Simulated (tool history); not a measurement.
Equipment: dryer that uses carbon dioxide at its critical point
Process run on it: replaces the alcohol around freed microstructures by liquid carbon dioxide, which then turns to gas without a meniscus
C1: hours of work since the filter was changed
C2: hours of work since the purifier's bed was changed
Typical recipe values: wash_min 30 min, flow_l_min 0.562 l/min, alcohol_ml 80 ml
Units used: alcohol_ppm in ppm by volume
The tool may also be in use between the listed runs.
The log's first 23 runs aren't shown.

At hour 307.5: inlet filter changed.
Run 24, hour 307.5: usual settings; C1 0; C2 459. Result: alcohol_ppm 137 ppm by volume.
Run 25, hour 322.1: usual settings; C1 7; C2 466. Result: alcohol_ppm 121 ppm by volume.
Run 26, hour 333.4: usual settings; C1 13; C2 472. Result: alcohol_ppm 132 ppm by volume.
Run 27, hour 349.3: usual settings; C1 21; C2 480. Result: alcohol_ppm 131 ppm by volume.
Run 28, hour 358.3: usual settings but wash_min 47 min, flow_l_min 0.728 l/min, alcohol_ml 23 ml; C1 25; C2 484. Result: alcohol_ppm 80 ppm by volume.
Run 29, hour 374.4: usual settings but wash_min 47 min, flow_l_min 0.728 l/min, alcohol_ml 23 ml; C1 33; C2 492. Result: alcohol_ppm 76 ppm by volume.
Run 30, hour 387.0: usual settings but wash_min 47 min, flow_l_min 0.728 l/min, alcohol_ml 23 ml; C1 39; C2 498. Result: alcohol_ppm 73 ppm by volume.
Run 31, hour 394.9: usual settings but wash_min 28 min, flow_l_min 0.481 l/min; C1 43; C2 502. Result: alcohol_ppm 322 ppm by volume.
Run 32, hour 409.3: usual settings but wash_min 20 min; C1 50; C2 509. Result: alcohol_ppm 619 ppm by volume.
Run 33, hour 422.4: usual settings but wash_min 31 min, flow_l_min 0.560 l/min, alcohol_ml 59 ml; C1 57; C2 516. Result: alcohol_ppm 117 ppm by volume.
Run 34, hour 433.2: usual settings but wash_min 31 min, flow_l_min 0.695 l/min, alcohol_ml 32 ml; C1 62; C2 521. Result: alcohol_ppm 87 ppm by volume.
Run 35, hour 440.7: usual settings but wash_min 31 min, flow_l_min 0.695 l/min, alcohol_ml 32 ml; C1 66; C2 525. Result: alcohol_ppm 89 ppm by volume.
Run 36, hour 451.1: usual settings but wash_min 33 min, alcohol_ml 95 ml; C1 71; C2 530. Result: alcohol_ppm 116 ppm by volume.
Run 37, hour 459.1: usual settings but wash_min 33 min, alcohol_ml 95 ml; C1 75; C2 534. Result: alcohol_ppm 127 ppm by volume.
Run 38, hour 474.1: usual settings but wash_min 20 min, flow_l_min 0.446 l/min, alcohol_ml 23 ml; C1 82; C2 541. Result: alcohol_ppm 513 ppm by volume.
Run 39, hour 482.6: usual settings but wash_min 27 min, alcohol_ml 88 ml; C1 86; C2 545. Result: alcohol_ppm 231 ppm by volume.
Run 40, hour 495.4: usual settings but wash_min 19 min, flow_l_min 0.491 l/min, alcohol_ml 64 ml; C1 93; C2 552. Result: alcohol_ppm 1086 ppm by volume.
Run 41, hour 507.4: usual settings but wash_min 21 min, flow_l_min 0.872 l/min, alcohol_ml 38 ml; C1 99; C2 558. Result: alcohol_ppm 110 ppm by volume.
Run 42, hour 522.2: usual settings but wash_min 21 min, flow_l_min 0.872 l/min, alcohol_ml 38 ml; C1 106; C2 565. Result: alcohol_ppm 102 ppm by volume.
Run 43, hour 533.0: usual settings but wash_min 21 min, flow_l_min 0.872 l/min, alcohol_ml 38 ml; C1 111; C2 570. Result: alcohol_ppm 99 ppm by volume.
Run 44, hour 542.1: usual settings but wash_min 21 min, flow_l_min 0.603 l/min, alcohol_ml 38 ml; C1 116; C2 575. Result: alcohol_ppm 242 ppm by volume.
Run 45, hour 556.6: usual settings but wash_min 18 min, flow_l_min 0.648 l/min, alcohol_ml 24 ml; C1 123; C2 582. Result: alcohol_ppm 236 ppm by volume.
Run 46, hour 565.4: usual settings but wash_min 20 min, flow_l_min 0.677 l/min, alcohol_ml 24 ml; C1 127; C2 586. Result: alcohol_ppm 165 ppm by volume.

Branching from run 46: 5 alternative next runs. What would each branch give?
Run A, hour 573.2: usual settings but flow_l_min 0.441 l/min; C1 131; C2 590. Result: alcohol_ppm ?.
Run B, hour 573.2: usual settings but wash_min 29 min, flow_l_min 0.677 l/min, alcohol_ml 39 ml; C1 131; C2 590. Result: alcohol_ppm ?.
Run C, hour 573.2: usual settings; C1 131; C2 590. Result: alcohol_ppm ?.
Run D, hour 573.2: usual settings but flow_l_min 0.672 l/min; C1 131; C2 590. Result: alcohol_ppm ?.
Run E, hour 573.2: usual settings but wash_min 33 min, flow_l_min 0.677 l/min, alcohol_ml 24 ml; C1 131; C2 590. Result: alcohol_ppm ?.

run  alcohol_ppm
  A          416
  B          107
  C          166
  D          113
  E           92
The same runs, with their run-to-run variation unchanged, on a tool lacking any hidden condition would have given:
run  alcohol_ppm
  A          261
  B           17
  C           59
  D           22
  E            5

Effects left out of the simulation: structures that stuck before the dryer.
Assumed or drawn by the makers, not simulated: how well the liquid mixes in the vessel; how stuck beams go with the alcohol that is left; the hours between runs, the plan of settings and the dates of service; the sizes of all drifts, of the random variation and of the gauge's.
